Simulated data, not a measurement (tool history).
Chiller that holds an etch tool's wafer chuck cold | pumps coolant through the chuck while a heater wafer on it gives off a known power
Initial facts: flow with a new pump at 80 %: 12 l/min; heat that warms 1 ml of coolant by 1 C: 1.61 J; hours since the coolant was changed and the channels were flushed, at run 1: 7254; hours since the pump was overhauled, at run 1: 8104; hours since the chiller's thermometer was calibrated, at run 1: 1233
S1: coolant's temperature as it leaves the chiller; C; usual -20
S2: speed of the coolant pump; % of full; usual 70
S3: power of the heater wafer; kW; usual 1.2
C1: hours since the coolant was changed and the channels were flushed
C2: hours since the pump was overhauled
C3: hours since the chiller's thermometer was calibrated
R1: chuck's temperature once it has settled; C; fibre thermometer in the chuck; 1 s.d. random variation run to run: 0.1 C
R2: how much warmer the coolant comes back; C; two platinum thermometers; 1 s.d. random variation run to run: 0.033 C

run 1 hour=0 | S1=-20 S2=70 S3=1.2 | C1=7254 C2=8104 C3=1233 | R1=-8.9 R2=4.83
run 2 hour=96 | S1=-20 S2=70 S3=1.2 | C1=7350 C2=8200 C3=1329 | R1=-9 R2=4.92
run 3 hour=300.6 | S1=-20 S2=70 S3=1.2 | C1=7555 C2=8405 C3=1534 | R1=-9 R2=4.93
-- hour=414.4 coolant pump overhauled
run 4 hour=471.4 | S1=-20 S2=70 S3=0.629 | C1=7720 C2=57 C3=1700 | R1=-14.6 R2=2.31
run 5 hour=638.1 | S1=-20 S2=70 S3=0.629 | C1=7887 C2=224 C3=1866 | R1=-14.6 R2=2.26
run 6 hour=755.5 | S1=-13 S2=70 S3=1.2 | C1=8004 C2=341 C3=1984 | R1=-2.9 R2=4.3
-- hour=892 chiller's thermometer calibrated
run 7 hour=911.7 | S1=-13 S2=70 S3=1.2 | C1=8160 C2=496 C3=20 | R1=-3 R2=4.3
run 8 hour=997.6 | S1=-20 S2=70 S3=1.2 | C1=8245 C2=582 C3=106 | R1=-10 R2=4.25
run 9 hour=1164 | S1=-20 S2=70 S3=1.275 | C1=8412 C2=749 C3=272 | R1=-9.4 R2=4.6
run 10 hour=1271.2 | S1=-13 S2=70 S3=1.2 | C1=8519 C2=856 C3=379 | R1=-2.8 R2=4.32
run 11 hour=1380.6 | S1=-20 S2=70 S3=1.2 | C1=8628 C2=965 C3=489 | R1=-9.9 R2=4.34
run 12 hour=1554 | S1=-20 S2=70 S3=1.2 | C1=8802 C2=1139 C3=662 | R1=-10 R2=4.27
run 13 hour=1689.9 | S1=-20 S2=70 S3=1.2 | C1=8938 C2=1274 C3=798 | R1=-9.8 R2=4.34
run 14 hour=1805.4 | S1=-20 S2=70 S3=1.2 | C1=9053 C2=1390 C3=913 | R1=-9.7 R2=4.31
run 15 hour=1977.8 | S1=-20 S2=70 S3=1.2 | C1=9226 C2=1562 C3=1086 | R1=-9.7 R2=4.38
run 16 hour=2070.1 | S1=-20 S2=70 S3=1.2 | C1=9318 C2=1655 C3=1178 | R1=-9.8 R2=4.41
run 17 hour=2180.6 | S1=-29 S2=70 S3=1.2 | C1=9429 C2=1765 C3=1289 | R1=-18.7 R2=4.39
run 18 hour=2275.5 | S1=-19 S2=75 S3=0.914 | C1=9523 C2=1860 C3=1384 | R1=-11.5 R2=3.13
run 19 hour=2367.4 | S1=-19 S2=75 S3=0.914 | C1=9615 C2=1952 C3=1475 | R1=-11.6 R2=3.15
-- hour=2388.9 coolant changed, channels flushed
run 20 hour=2466.4 | S1=-20 S2=83 S3=1.2 | C1=78 C2=2045 C3=1568 | R1=-11.7 R2=3.75
run 21 hour=2568.5 | S1=-17 S2=71 S3=0.735 | C1=180 C2=2147 C3=1670 | R1=-11.2 R2=2.64
run 22 hour=2678 | S1=-20 S2=66 S3=0.847 | C1=289 C2=2257 C3=1780 | R1=-13 R2=3.36
run 23 hour=2871 | S1=-28 S2=99 S3=1.063 | C1=482 C2=2450 C3=1973 | R1=-21.5 R2=2.76
-- hour=3020.3 chiller's thermometer calibrated
run 24 hour=3047.8 | S1=-18 S2=70 S3=1.2 | C1=658 C2=2625 C3=28 | R1=-8.4 R2=4.43
run 25 hour=3247.6 | S1=-20 S2=86 S3=0.75 | C1=858 C2=2825 C3=227 | R1=-14.9 R2=2.26
run 26 hour=3422.7 | S1=-28 S2=62 S3=1.2 | C1=1033 C2=3000 C3=402 | R1=-17.3 R2=5.07
run 27 hour=3594.2 | S1=-20 S2=81 S3=0.742 | C1=1204 C2=3172 C3=574 | R1=-14.7 R2=2.37
run 28 hour=3760.4 | S1=-20 S2=81 S3=0.742 | C1=1371 C2=3338 C3=740 | R1=-14.5 R2=2.35
run 29 hour=3946.3 | S1=-23 S2=81 S3=1.522 | C1=1556 C2=3524 C3=926 | R1=-12.1 R2=4.92
run 30 hour=4040.4 | S1=-20 S2=69 S3=0.999 | C1=1651 C2=3618 C3=1020 | R1=-11.6 R2=3.87
run 31 hour=4232.9 | S1=-20 S2=69 S3=0.999 | C1=1843 C2=3810 C3=1213 | R1=-11.8 R2=3.81

5 options for the next run, each taken on its own from the tool as it stands now. Forecast them:
run A hour=4346.5 | S1=-24 S2=69 S3=1.466 | C1=1957 C2=3924 C3=1326 | R1=? R2=?
run B hour=4346.5 | S1=-20 S2=80 S3=1.758 | C1=1957 C2=3924 C3=1326 | R1=? R2=?
run C hour=4346.5 | S1=-20 S2=74 S3=1.48 | C1=1957 C2=3924 C3=1326 | R1=? R2=?
run D hour=4346.5 | S1=-14 S2=98 S3=0.924 | C1=1957 C2=3924 C3=1326 | R1=? R2=?
run E hour=4346.5 | S1=-20 S2=98 S3=1.2 | C1=1957 C2=3924 C3=1326 | R1=? R2=?

run=A R1=-11.9 R2=5.59
run=B R1=-7.1 R2=5.71
run=C R1=-8.4 R2=5.3
run=D R1=-8.4 R2=2.49
run=E R1=-12.7 R2=3.18
The same runs, with their run-to-run variation unchanged, on a tool lacking any hidden condition would have given:
run=A R1=-12.7 R2=5.3
run=B R1=-8 R2=5.41
run=C R1=-9.2 R2=5.03
run=D R1=-8.8 R2=2.36
run=E R1=-13.2 R2=3.02

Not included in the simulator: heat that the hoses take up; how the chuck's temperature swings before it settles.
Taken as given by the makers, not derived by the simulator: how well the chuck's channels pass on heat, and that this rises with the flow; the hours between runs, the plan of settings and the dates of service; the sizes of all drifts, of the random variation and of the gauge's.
